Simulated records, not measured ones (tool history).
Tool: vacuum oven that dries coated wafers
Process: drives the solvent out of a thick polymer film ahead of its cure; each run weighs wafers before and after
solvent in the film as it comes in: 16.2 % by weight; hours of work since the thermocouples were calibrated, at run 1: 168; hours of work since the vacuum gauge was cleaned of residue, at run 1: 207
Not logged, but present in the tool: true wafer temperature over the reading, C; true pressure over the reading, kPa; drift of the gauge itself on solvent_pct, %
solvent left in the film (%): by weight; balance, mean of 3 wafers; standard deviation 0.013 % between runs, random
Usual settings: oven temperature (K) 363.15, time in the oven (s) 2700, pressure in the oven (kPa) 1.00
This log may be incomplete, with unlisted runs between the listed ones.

run,day,oven temperature (K),time in the oven (s),pressure in the oven (kPa),hours of work since the thermocouples were calibrated,hours of work since the vacuum gauge was cleaned of residue,solvent left in the film (%)
1,0.000,363.15,2700,1.00,168,207,0.93
2,0.542,363.15,2700,1.00,174,213,0.93
3,1.262,363.15,2700,1.00,182,220,0.93
4,1.942,363.15,2700,3.08,189,227,1.96
5,2.533,363.15,2700,3.08,195,234,1.96
6,3.138,363.15,2700,2.65,201,240,1.74
7,3.692,361.15,2700,1.00,207,246,1.15
8,4.596,361.15,2700,1.00,217,256,1.14
9,5.471,361.15,2700,1.00,226,265,1.13
10,6.371,361.15,2700,1.00,236,274,1.13
11,7.017,361.15,2700,1.00,243,281,1.13
12,7.479,361.15,2700,1.00,247,286,1.14
13,8.196,361.15,2700,1.00,255,294,1.12
14,8.908,363.15,2700,1.00,263,301,0.93
15,9.754,360.15,2700,1.00,272,310,1.28
16,10.338,360.15,2700,1.00,278,316,1.23
17,10.717,360.15,2700,1.00,282,320,1.26
18,11.596,360.15,2700,1.00,291,330,1.26
19,12.079,360.15,2700,1.00,296,335,1.27
20,12.625,363.15,2640,1.00,302,341,0.96
21,13.204,363.15,1680,1.00,308,347,2.00
22,13.971,363.15,1680,1.00,316,355,2.03
23,14.733,363.15,1680,1.00,324,363,2.00
24,15.208,363.15,2700,1.00,329,368,0.94
25,15.592,363.15,2700,1.00,333,372,0.92
26,16.017,363.15,2700,1.00,338,377,0.91
27,16.817,363.15,2700,1.00,346,385,0.91
28,17.629,361.15,2700,1.02,355,394,1.14
29,18.158,352.15,3540,1.47,361,399,2.24
30,18.925,363.15,2700,3.80,369,407,2.30
31,19.550,363.15,2700,3.80,375,414,2.31
32,20.308,363.15,2700,3.80,383,422,2.33
33,21.038,375.15,3180,0.73,391,430,0.22
34,21.842,359.15,3000,3.07,400,438,2.36
35,22.421,363.15,4380,1.69,406,444,0.92
36,23.112,363.15,3240,1.00,413,452,0.71
37,23.567,363.15,3180,1.23,418,457,0.86
38,24.283,363.15,3180,1.23,425,464,0.85
39,25.183,348.15,4800,1.81,435,474,2.57
40,25.925,375.15,2700,0.72,443,482,0.26
41,26.767,375.15,2700,0.72,452,490,0.27
42,27.571,374.15,2700,1.66,460,499,0.62
43,28.079,354.15,2700,1.00,466,504,2.31
44,28.683,365.15,2700,1.00,472,511,0.73
45,29.221,363.15,1440,0.96,478,516,2.53
46,30.088,359.15,2700,0.71,487,526,1.24
47,30.975,350.15,1440,1.00,496,535,6.07

Consider 3 possible next runs. They are alternatives, not a sequence: every one starts from the tool as it was left by run 47. What does each give?
A,31.629,363.15,2700,3.12,503,542,?
B,31.629,374.15,4740,1.00,503,542,?
C,31.629,350.15,1440,1.24,503,542,?

run,solvent left in the film (%)
A,1.97
B,0.32
C,6.18
Had the tool no hidden state, the same runs would have come out as:
run,solvent left in the film (%)
A,1.97
B,0.32
C,6.19

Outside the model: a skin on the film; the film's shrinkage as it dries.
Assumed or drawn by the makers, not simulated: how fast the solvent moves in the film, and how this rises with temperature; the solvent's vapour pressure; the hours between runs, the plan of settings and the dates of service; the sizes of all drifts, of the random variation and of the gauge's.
